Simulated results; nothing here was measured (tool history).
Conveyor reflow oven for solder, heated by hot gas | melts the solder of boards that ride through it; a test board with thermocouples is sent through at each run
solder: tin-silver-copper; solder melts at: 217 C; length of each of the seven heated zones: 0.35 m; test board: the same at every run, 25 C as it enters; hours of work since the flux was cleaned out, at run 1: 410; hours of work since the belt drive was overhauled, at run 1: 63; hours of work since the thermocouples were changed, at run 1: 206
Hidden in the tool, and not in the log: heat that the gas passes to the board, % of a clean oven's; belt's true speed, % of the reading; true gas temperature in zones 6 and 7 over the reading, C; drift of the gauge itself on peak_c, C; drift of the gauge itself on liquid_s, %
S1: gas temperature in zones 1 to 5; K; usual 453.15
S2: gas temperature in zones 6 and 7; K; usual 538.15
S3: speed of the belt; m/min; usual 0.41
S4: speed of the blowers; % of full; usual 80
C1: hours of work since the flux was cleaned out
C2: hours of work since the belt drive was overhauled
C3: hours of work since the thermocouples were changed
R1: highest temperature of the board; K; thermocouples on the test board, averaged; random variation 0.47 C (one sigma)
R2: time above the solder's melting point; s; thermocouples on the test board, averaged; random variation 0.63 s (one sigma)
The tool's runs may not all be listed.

run 1 hour=0 | S1=453.15 S2=538.15 S3=0.41 S4=80 | C1=410 C2=63 C3=206 | R1=525.65 R2=79.8
run 2 hour=13.7 | S1=453.15 S2=538.15 S3=0.41 S4=80 | C1=416 C2=69 C3=212 | R1=524.95 R2=80.1
run 3 hour=24.1 | S1=453.15 S2=538.15 S3=0.41 S4=80 | C1=420 C2=74 C3=217 | R1=524.25 R2=80.3
run 4 hour=34.2 | S1=453.15 S2=538.15 S3=0.41 S4=80 | C1=425 C2=78 C3=221 | R1=525.05 R2=80.3
run 5 hour=46.7 | S1=453.15 S2=538.15 S3=0.41 S4=71 | C1=430 C2=84 C3=227 | R1=523.45 R2=78.6
run 6 hour=59.4 | S1=453.15 S2=538.15 S3=0.394 S4=71 | C1=436 C2=89 C3=232 | R1=525.15 R2=83.8
run 7 hour=69.7 | S1=453.15 S2=538.15 S3=0.394 S4=71 | C1=440 C2=94 C3=237 | R1=525.15 R2=83.1
run 8 hour=75.8 | S1=453.15 S2=538.15 S3=0.394 S4=71 | C1=443 C2=97 C3=239 | R1=524.65 R2=83.1
run 9 hour=84.6 | S1=453.15 S2=538.15 S3=0.394 S4=71 | C1=447 C2=101 C3=243 | R1=524.45 R2=83.3
run 10 hour=94.1 | S1=453.15 S2=538.15 S3=0.394 S4=71 | C1=451 C2=105 C3=247 | R1=524.35 R2=83.2
run 11 hour=102.4 | S1=439.15 S2=538.15 S3=0.41 S4=80 | C1=454 C2=108 C3=251 | R1=523.45 R2=69.7
run 12 hour=114 | S1=453.15 S2=538.15 S3=0.41 S4=66 | C1=460 C2=113 C3=256 | R1=522.85 R2=76.9
run 13 hour=120.5 | S1=453.15 S2=538.15 S3=0.41 S4=66 | C1=462 C2=116 C3=259 | R1=522.95 R2=76.7
run 14 hour=133.2 | S1=461.15 S2=538.15 S3=0.41 S4=80 | C1=468 C2=122 C3=264 | R1=526.15 R2=85.6
-- hour=141.8 flux residue cleaned out of gas plates and filters
run 15 hour=146.1 | S1=461.15 S2=538.15 S3=0.41 S4=80 | C1=2 C2=125 C3=268 | R1=529.15 R2=89.2
run 16 hour=153.8 | S1=461.15 S2=538.15 S3=0.41 S4=80 | C1=5 C2=129 C3=271 | R1=529.15 R2=88.5
run 17 hour=166 | S1=439.15 S2=534.15 S3=0.41 S4=80 | C1=11 C2=134 C3=277 | R1=523.15 R2=73.5
run 18 hour=179.7 | S1=439.15 S2=534.15 S3=0.41 S4=66 | C1=17 C2=140 C3=283 | R1=519.65 R2=70.1
run 19 hour=185.7 | S1=459.15 S2=539.15 S3=0.365 S4=80 | C1=19 C2=143 C3=285 | R1=530.75 R2=101.1
run 20 hour=197 | S1=462.15 S2=542.15 S3=0.404 S4=63 | C1=24 C2=148 C3=290 | R1=530.55 R2=91.7
run 21 hour=206.9 | S1=453.15 S2=538.15 S3=0.388 S4=80 | C1=29 C2=152 C3=295 | R1=528.65 R2=90.8
run 22 hour=216.9 | S1=465.15 S2=538.15 S3=0.475 S4=51 | C1=33 C2=156 C3=299 | R1=520.95 R2=69.6
run 23 hour=230.8 | S1=465.15 S2=538.15 S3=0.475 S4=51 | C1=39 C2=163 C3=305 | R1=521.75 R2=69.8
run 24 hour=237.4 | S1=465.15 S2=541.15 S3=0.443 S4=51 | C1=42 C2=165 C3=308 | R1=525.65 R2=78.7
run 25 hour=244 | S1=467.15 S2=538.15 S3=0.337 S4=80 | C1=45 C2=168 C3=311 | R1=532.55 R2=116.6
run 26 hour=253.6 | S1=467.15 S2=538.15 S3=0.337 S4=74 | C1=49 C2=173 C3=315 | R1=532.55 R2=114.9
run 27 hour=264.7 | S1=453.15 S2=537.15 S3=0.336 S4=75 | C1=54 C2=177 C3=320 | R1=530.25 R2=107.6
run 28 hour=276.7 | S1=453.15 S2=546.15 S3=0.41 S4=85 | C1=59 C2=183 C3=325 | R1=535.95 R2=89.2
run 29 hour=289.5 | S1=453.15 S2=546.15 S3=0.41 S4=85 | C1=65 C2=188 C3=331 | R1=534.75 R2=88.8
run 30 hour=303 | S1=453.15 S2=538.15 S3=0.488 S4=80 | C1=71 C2=194 C3=337 | R1=523.75 R2=65.3
run 31 hour=311.3 | S1=446.15 S2=541.15 S3=0.341 S4=59 | C1=74 C2=198 C3=340 | R1=531.15 R2=101.5

4 ways to go on from here, each from the tool as it stands after run 31. What would each give?
run A hour=319.4 | S1=442.15 S2=527.15 S3=0.41 S4=56 | C1=78 C2=201 C3=344 | R1=? R2=?
run B hour=319.4 | S1=446.15 S2=533.15 S3=0.341 S4=59 | C1=78 C2=201 C3=344 | R1=? R2=?
run C hour=319.4 | S1=448.15 S2=541.15 S3=0.465 S4=87 | C1=78 C2=201 C3=344 | R1=? R2=?
run D hour=319.4 | S1=444.15 S2=550.15 S3=0.385 S4=59 | C1=78 C2=201 C3=344 | R1=? R2=?

run=A R1=511.45 R2=59.6
run=B R1=523.25 R2=93.1
run=C R1=527.75 R2=70.1
run=D R1=536.05 R2=91.1
Without the tool's hidden state the same runs would have given:
run=A R1=513.05 R2=61.9
run=B R1=524.65 R2=94.7
run=C R1=529.45 R2=71.4
run=D R1=537.65 R2=92.2
